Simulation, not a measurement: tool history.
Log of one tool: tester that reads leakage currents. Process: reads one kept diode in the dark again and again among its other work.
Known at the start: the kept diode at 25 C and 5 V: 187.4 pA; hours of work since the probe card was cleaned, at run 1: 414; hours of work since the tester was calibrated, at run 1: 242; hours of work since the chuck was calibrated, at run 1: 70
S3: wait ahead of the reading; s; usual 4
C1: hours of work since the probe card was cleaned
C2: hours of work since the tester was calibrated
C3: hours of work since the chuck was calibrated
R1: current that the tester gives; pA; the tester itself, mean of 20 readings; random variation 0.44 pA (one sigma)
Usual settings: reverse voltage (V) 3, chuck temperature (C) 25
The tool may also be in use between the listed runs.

{"run": 1, "day": 0.0, "reverse voltage (V)": 3, "chuck temperature (C)": 25, "S3": 4, "C1": 414, "C2": 242, "C3": 70, "R1": 145.47}
{"run": 2, "day": 11.988, "reverse voltage (V)": 1.99, "chuck temperature (C)": 25, "S3": 4, "C1": 628, "C2": 457, "C3": 285, "R1": 111.33}
{"run": 3, "day": 17.746, "reverse voltage (V)": 3, "chuck temperature (C)": 25, "S3": 1.17, "C1": 731, "C2": 560, "C3": 388, "R1": 133.87}
{"run": 4, "day": 25.883, "reverse voltage (V)": 3, "chuck temperature (C)": 25, "S3": 1.17, "C1": 877, "C2": 705, "C3": 533, "R1": 128.12}
{"day": 34.933, "done": "chuck's temperature calibrated"}
{"run": 5, "day": 37.15, "reverse voltage (V)": 4.84, "chuck temperature (C)": 25, "S3": 4, "C1": 1077, "C2": 905, "C3": 40, "R1": 190.12}
{"run": 6, "day": 49.025, "reverse voltage (V)": 4.84, "chuck temperature (C)": 25, "S3": 4, "C1": 1290, "C2": 1118, "C3": 252, "R1": 179.12}
{"day": 50.117, "done": "tester calibrated"}
{"run": 7, "day": 54.108, "reverse voltage (V)": 4.84, "chuck temperature (C)": 25, "S3": 4, "C1": 1379, "C2": 71, "C3": 342, "R1": 176.34}
{"run": 8, "day": 59.846, "reverse voltage (V)": 3, "chuck temperature (C)": 22, "S3": 4, "C1": 1482, "C2": 174, "C3": 444, "R1": 101.81}
{"run": 9, "day": 66.296, "reverse voltage (V)": 3, "chuck temperature (C)": 22, "S3": 4, "C1": 1597, "C2": 290, "C3": 560, "R1": 98.27}
{"run": 10, "day": 71.775, "reverse voltage (V)": 3, "chuck temperature (C)": 25, "S3": 4, "C1": 1695, "C2": 388, "C3": 658, "R1": 126.12}
{"day": 73.608, "done": "chuck's temperature calibrated"}
{"run": 11, "day": 77.379, "reverse voltage (V)": 3, "chuck temperature (C)": 25, "S3": 1.56, "C1": 1794, "C2": 486, "C3": 67, "R1": 150.02}
{"day": 81.925, "done": "tester calibrated, once more"}
{"run": 12, "day": 88.254, "reverse voltage (V)": 3, "chuck temperature (C)": 25, "S3": 1.56, "C1": 1987, "C2": 113, "C3": 261, "R1": 138.37}
{"run": 13, "day": 97.038, "reverse voltage (V)": 3, "chuck temperature (C)": 25, "S3": 1.56, "C1": 2144, "C2": 270, "C3": 418, "R1": 131.67}
{"run": 14, "day": 108.746, "reverse voltage (V)": 2.86, "chuck temperature (C)": 25, "S3": 0.51, "C1": 2354, "C2": 480, "C3": 627, "R1": 122.87}
{"day": 112.683, "done": "chuck's temperature calibrated"}
{"run": 15, "day": 116.979, "reverse voltage (V)": 8.99, "chuck temperature (C)": 32, "S3": 4, "C1": 2500, "C2": 626, "C3": 77, "R1": 488.41}
{"run": 16, "day": 123.958, "reverse voltage (V)": 8.31, "chuck temperature (C)": 57, "S3": 4, "C1": 2625, "C2": 751, "C3": 202, "R1": 3431.37}
{"run": 17, "day": 128.908, "reverse voltage (V)": 1.43, "chuck temperature (C)": 29, "S3": 0.43, "C1": 2713, "C2": 839, "C3": 290, "R1": 137.53}
{"day": 134.642, "done": "probe card cleaned and baked"}
{"run": 18, "day": 138.117, "reverse voltage (V)": 7.37, "chuck temperature (C)": 39, "S3": 0.43, "C1": 62, "C2": 1002, "C3": 453, "R1": 704.85}
{"run": 19, "day": 147.058, "reverse voltage (V)": 3.04, "chuck temperature (C)": 39, "S3": 0.43, "C1": 222, "C2": 1162, "C3": 613, "R1": 427.46}
{"day": 151.954, "done": "chuck's temperature calibrated"}
{"run": 20, "day": 154.342, "reverse voltage (V)": 3.04, "chuck temperature (C)": 37, "S3": 0.59, "C1": 351, "C2": 1291, "C3": 43, "R1": 420.41}
{"run": 21, "day": 161.238, "reverse voltage (V)": 5.04, "chuck temperature (C)": 45, "S3": 0.59, "C1": 474, "C2": 1414, "C3": 166, "R1": 1027.92}

How the hidden state differs across the entries between the runs, from the last listed run before each to the first after it:
Between runs 4 and 5: chuck's temperature calibrated (day 34.933)
  stray current of the dirty probe card, pA a volt: 0.877 -> 1.085; current scale over the true one, %: 0.57 -> 0.77; true chuck temperature over the reading, C: -1.63 -> -0.06
  measured less the result without the state, R1: -17.18 -> +5.56 pA
Between runs 6 and 7: tester calibrated (day 50.117)
  stray current of the dirty probe card, pA a volt: 1.291 -> 1.382; current scale over the true one, %: 0.96 -> 1.3; true chuck temperature over the reading, C: -0.74 -> -1.05
  measured less the result without the state, R1: -4.34 -> -8.46 pA
Between runs 10 and 11: chuck's temperature calibrated (day 73.608)
  stray current of the dirty probe card, pA a volt: 1.687 -> 1.782; current scale over the true one, %: 1.59 -> 1.67; true chuck temperature over the reading, C: -2.1 -> -0.32
  measured less the result without the state, R1: -18.96 -> +3.51 pA
Between runs 11 and 12: tester calibrated, once more (day 81.925)
  stray current of the dirty probe card, pA a volt: 1.782 -> 1.97; current scale over the true one, %: 1.67 -> 0.04; true chuck temperature over the reading, C: -0.32 -> -0.98
  measured less the result without the state, R1: +3.51 -> -6.83 pA
Between runs 14 and 15: chuck's temperature calibrated (day 112.683)
  stray current of the dirty probe card, pA a volt: 2.334 -> 2.473; current scale over the true one, %: 0.35 -> 0.47; true chuck temperature over the reading, C: -2.22 -> -0.25
  measured less the result without the state, R1: -19.66 -> +13.63 pA
Between runs 17 and 18: probe card cleaned and baked (day 134.642)
  stray current of the dirty probe card, pA a volt: 2.687 -> 0.085; current scale over the true one, %: 0.66 -> 0.81; true chuck temperature over the reading, C: -0.99 -> -1.53
  measured less the result without the state, R1: -7.73 -> -90.89 pA
Between runs 19 and 20: chuck's temperature calibrated (day 151.954)
  stray current of the dirty probe card, pA a volt: 0.245 -> 0.364; current scale over the true one, %: 0.95 -> 1.07; true chuck temperature over the reading, C: -2.12 -> -0.36
  measured less the result without the state, R1: -79.19 -> -7.52 pA
